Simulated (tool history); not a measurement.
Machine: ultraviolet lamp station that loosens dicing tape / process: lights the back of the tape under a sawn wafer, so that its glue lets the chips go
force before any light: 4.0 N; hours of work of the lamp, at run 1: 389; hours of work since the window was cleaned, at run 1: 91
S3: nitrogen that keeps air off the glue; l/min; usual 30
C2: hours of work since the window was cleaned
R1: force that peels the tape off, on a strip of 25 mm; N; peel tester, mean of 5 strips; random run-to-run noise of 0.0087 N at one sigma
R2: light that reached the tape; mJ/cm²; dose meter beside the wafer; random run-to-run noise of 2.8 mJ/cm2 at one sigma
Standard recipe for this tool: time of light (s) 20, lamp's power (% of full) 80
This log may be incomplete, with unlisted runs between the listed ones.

run 1 hour=0 | time_of_light_(s)=20 lamp's_power_(%_of_full)=80 S3=30 | hours_of_work_of_the_lamp=389 C2=91 | R1=0.364 R2=403
run 2 hour=24.8 | time_of_light_(s)=20 lamp's_power_(%_of_full)=80 S3=30 | hours_of_work_of_the_lamp=404 C2=105 | R1=0.362 R2=409
run 3 hour=47.2 | time_of_light_(s)=20 lamp's_power_(%_of_full)=80 S3=30 | hours_of_work_of_the_lamp=417 C2=119 | R1=0.37 R2=406
run 4 hour=58.7 | time_of_light_(s)=20 lamp's_power_(%_of_full)=80 S3=17 | hours_of_work_of_the_lamp=424 C2=125 | R1=0.482 R2=401
run 5 hour=82.9 | time_of_light_(s)=20 lamp's_power_(%_of_full)=65 S3=17 | hours_of_work_of_the_lamp=438 C2=140 | R1=0.682 R2=329
run 6 hour=97.8 | time_of_light_(s)=20 lamp's_power_(%_of_full)=65 S3=17 | hours_of_work_of_the_lamp=447 C2=148 | R1=0.689 R2=329
run 7 hour=121.1 | time_of_light_(s)=20 lamp's_power_(%_of_full)=65 S3=17 | hours_of_work_of_the_lamp=460 C2=162 | R1=0.687 R2=327
run 8 hour=143.3 | time_of_light_(s)=26 lamp's_power_(%_of_full)=65 S3=17 | hours_of_work_of_the_lamp=474 C2=175 | R1=0.434 R2=426
run 9 hour=167.4 | time_of_light_(s)=20 lamp's_power_(%_of_full)=68 S3=25 | hours_of_work_of_the_lamp=488 C2=190 | R1=0.53 R2=348
run 10 hour=185.1 | time_of_light_(s)=20 lamp's_power_(%_of_full)=68 S3=19 | hours_of_work_of_the_lamp=498 C2=200 | R1=0.601 R2=346
run 11 hour=204.9 | time_of_light_(s)=20 lamp's_power_(%_of_full)=60 S3=30 | hours_of_work_of_the_lamp=510 C2=212 | R1=0.586 R2=306
run 12 hour=219.3 | time_of_light_(s)=28 lamp's_power_(%_of_full)=75 S3=10 | hours_of_work_of_the_lamp=518 C2=220 | R1=0.422 R2=523
run 13 hour=235.3 | time_of_light_(s)=28 lamp's_power_(%_of_full)=75 S3=24 | hours_of_work_of_the_lamp=528 C2=230 | R1=0.26 R2=530
run 14 hour=248.2 | time_of_light_(s)=17 lamp's_power_(%_of_full)=87 S3=32 | hours_of_work_of_the_lamp=535 C2=237 | R1=0.403 R2=376
run 15 hour=270.4 | time_of_light_(s)=17 lamp's_power_(%_of_full)=85 S3=42 | hours_of_work_of_the_lamp=549 C2=250 | R1=0.356 R2=365

What does the tool deliver on the next run?
run 16 hour=292.7 | time_of_light_(s)=11 lamp's_power_(%_of_full)=86 S3=14 | hours_of_work_of_the_lamp=562 C2=264 | R1=? R2=?

R1: 1.179 N
R2: 237 mJ/cm²
With no hidden state in the tool, this same run would have given R1 1.175 N, R2 238 mJ/cm².
